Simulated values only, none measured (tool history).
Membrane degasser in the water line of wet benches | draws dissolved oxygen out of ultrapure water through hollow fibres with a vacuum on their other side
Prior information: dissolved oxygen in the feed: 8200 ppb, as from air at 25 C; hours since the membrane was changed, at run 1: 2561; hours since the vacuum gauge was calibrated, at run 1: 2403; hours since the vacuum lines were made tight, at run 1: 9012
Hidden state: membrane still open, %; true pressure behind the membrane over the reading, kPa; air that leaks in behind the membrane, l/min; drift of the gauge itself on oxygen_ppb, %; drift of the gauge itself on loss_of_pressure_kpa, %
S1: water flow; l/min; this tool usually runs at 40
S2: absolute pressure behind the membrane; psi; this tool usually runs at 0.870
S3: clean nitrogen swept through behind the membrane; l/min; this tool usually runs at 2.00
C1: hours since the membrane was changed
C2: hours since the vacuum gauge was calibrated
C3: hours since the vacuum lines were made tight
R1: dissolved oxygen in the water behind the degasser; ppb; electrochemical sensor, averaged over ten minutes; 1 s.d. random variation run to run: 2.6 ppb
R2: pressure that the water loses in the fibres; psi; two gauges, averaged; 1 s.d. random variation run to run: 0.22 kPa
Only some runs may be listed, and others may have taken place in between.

Run 1, hour 0.0: usual settings; C1 2561; C2 2403; C3 9012. Result: R1 271.6 ppb, R2 8.167 psi.
Run 2, hour 51.7: usual settings; C1 2612; C2 2455; C3 9064. Result: R1 270.4 ppb, R2 8.151 psi.
Run 3, hour 104.4: usual settings; C1 2665; C2 2507; C3 9116. Result: R1 272.2 ppb, R2 8.180 psi.
Run 4, hour 142.0: usual settings; C1 2703; C2 2545; C3 9154. Result: R1 269.8 ppb, R2 8.124 psi.
Run 5, hour 204.0: usual settings but S2 0.767 psi; C1 2765; C2 2607; C3 9216. Result: R1 244.0 ppb, R2 8.193 psi.
Run 6, hour 239.7: usual settings but S3 1.33 l/min; C1 2800; C2 2643; C3 9252. Result: R1 318.9 ppb, R2 8.193 psi.
Run 7, hour 295.0: usual settings; C1 2856; C2 2698; C3 9307. Result: R1 274.4 ppb, R2 8.260 psi.
Run 8, hour 323.3: usual settings but S3 0.85 l/min; C1 2884; C2 2726; C3 9335. Result: R1 401.6 ppb, R2 8.199 psi.
Run 9, hour 353.7: usual settings but S3 1.66 l/min; C1 2914; C2 2757; C3 9366. Result: R1 294.4 ppb, R2 8.256 psi.
Run 10, hour 418.0: usual settings but S3 1.42 l/min; C1 2979; C2 2821; C3 9430. Result: R1 313.4 ppb, R2 8.176 psi.
Run 11, hour 458.5: usual settings but S1 31 l/min; C1 3019; C2 2861; C3 9470. Result: R1 189.4 ppb, R2 6.360 psi.
Run 12, hour 500.5: usual settings but S1 31 l/min; C1 3061; C2 2904; C3 9512. Result: R1 192.6 ppb, R2 6.360 psi.
Run 13, hour 534.9: usual settings but S1 31 l/min; C1 3096; C2 2938; C3 9547. Result: R1 191.6 ppb, R2 6.392 psi.
Run 14, hour 580.9: usual settings; C1 3142; C2 2984; C3 9593. Result: R1 276.2 ppb, R2 8.189 psi.
Run 15, hour 634.0: usual settings; C1 3195; C2 3037; C3 9646. Result: R1 278.1 ppb, R2 8.209 psi.
Run 16, hour 700.3: usual settings; C1 3261; C2 3103; C3 9712. Result: R1 279.2 ppb, R2 8.211 psi.
Run 17, hour 735.3: usual settings but S2 0.947 psi, S3 1.51 l/min; C1 3296; C2 3138; C3 9747. Result: R1 334.7 ppb, R2 8.289 psi.
Run 18, hour 777.0: usual settings but S1 36 l/min, S2 0.947 psi, S3 1.51 l/min; C1 3338; C2 3180; C3 9789. Result: R1 301.1 ppb, R2 7.464 psi.
Run 19, hour 819.9: usual settings but S1 45 l/min, S2 1.482 psi, S3 1.51 l/min; C1 3381; C2 3223; C3 9832. Result: R1 603.7 ppb, R2 9.271 psi.
Run 20, hour 848.5: usual settings but S1 45 l/min, S2 1.482 psi, S3 5.82 l/min; C1 3409; C2 3252; C3 9860. Result: R1 311.1 ppb, R2 9.246 psi.
Run 21, hour 899.0: usual settings but S2 1.482 psi, S3 3.72 l/min; C1 3460; C2 3302; C3 9911. Result: R1 329.5 ppb, R2 8.247 psi.
At hour 904.7: vacuum gauge calibrated.
Run 22, hour 936.9: usual settings but S1 55 l/min, S2 2.138 psi, S3 3.23 l/min; C1 3497; C2 32; C3 9948. Result: R1 664.8 ppb, R2 11.335 psi.
Run 23, hour 971.0: usual settings but S1 55 l/min, S2 2.138 psi, S3 3.23 l/min; C1 3531; C2 66; C3 9982. Result: R1 662.2 ppb, R2 11.333 psi.
Run 24, hour 1013.6: usual settings but S1 55 l/min, S2 0.656 psi, S3 2.07 l/min; C1 3574; C2 109; C3 10025. Result: R1 342.2 ppb, R2 11.338 psi.
Run 25, hour 1072.0: usual settings but S1 46 l/min, S2 0.988 psi; C1 3632; C2 167; C3 10083. Result: R1 371.6 ppb, R2 9.465 psi.
Run 26, hour 1128.5: usual settings but S1 50 l/min, S2 0.979 psi, S3 2.08 l/min; C1 3689; C2 224; C3 10140. Result: R1 409.0 ppb, R2 10.311 psi.
At hour 1137.8: vacuum gauge calibrated, once more.
Run 27, hour 1163.9: usual settings but S1 27 l/min, S2 0.635 psi, S3 1.67 l/min; C1 3724; C2 26; C3 10175. Result: R1 113.4 ppb, R2 5.607 psi.
Run 28, hour 1201.7: usual settings but S1 27 l/min, S2 0.635 psi, S3 4.01 l/min; C1 3761; C2 64; C3 10213. Result: R1 88.7 ppb, R2 5.572 psi.
Run 29, hour 1265.5: usual settings but S1 30 l/min, S2 1.658 psi, S3 1.76 l/min; C1 3825; C2 128; C3 10276. Result: R1 389.3 ppb, R2 6.187 psi.
Run 30, hour 1320.6: usual settings but S1 42 l/min, S2 1.658 psi, S3 4.88 l/min; C1 3880; C2 183; C3 10331. Result: R1 333.8 ppb, R2 8.641 psi.
Run 31, hour 1373.7: usual settings but S1 42 l/min, S2 0.892 psi, S3 4.88 l/min; C1 3934; C2 236; C3 10385. Result: R1 229.4 ppb, R2 8.702 psi.
Run 32, hour 1439.2: usual settings but S1 49 l/min, S2 0.693 psi, S3 3.50 l/min; C1 3999; C2 301; C3 10450. Result: R1 273.7 ppb, R2 10.047 psi.

Subtracting, for every run, the result it would have given without the tool's unlogged condition from the measured result gives the following. The same run-to-run variation enters both numbers; the gauge's scatter may not:
run     R1      R2
  1  +12.2  +0.131
  2  +12.5  +0.132
  3  +12.7  +0.135
  4  +12.8  +0.136
  5  +13.4  +0.139
  6  +14.4  +0.142
  7  +13.8  +0.145
  8  +16.5  +0.146
  9  +14.5  +0.148
 10  +15.2  +0.151
 11  +10.5  +0.119
 12  +10.9  +0.120
 13  +10.9  +0.122
 14  +15.3  +0.160
 15  +15.7  +0.161
 16  +16.1  +0.165
 17  +16.7  +0.168
 18  +15.5  +0.154
 19  +19.3  +0.194
 20  +16.4  +0.196
 21  +15.6  +0.177
 22  +23.0  +0.245
 23  +23.1  +0.247
 24  +26.9  +0.249
 25  +22.3  +0.212
 26  +24.7  +0.235
 27   +8.3  +0.129
 28   +8.0  +0.129
 29  +10.9  +0.146
 30  +16.3  +0.207
 31  +16.3  +0.212
 32  +20.5  +0.249

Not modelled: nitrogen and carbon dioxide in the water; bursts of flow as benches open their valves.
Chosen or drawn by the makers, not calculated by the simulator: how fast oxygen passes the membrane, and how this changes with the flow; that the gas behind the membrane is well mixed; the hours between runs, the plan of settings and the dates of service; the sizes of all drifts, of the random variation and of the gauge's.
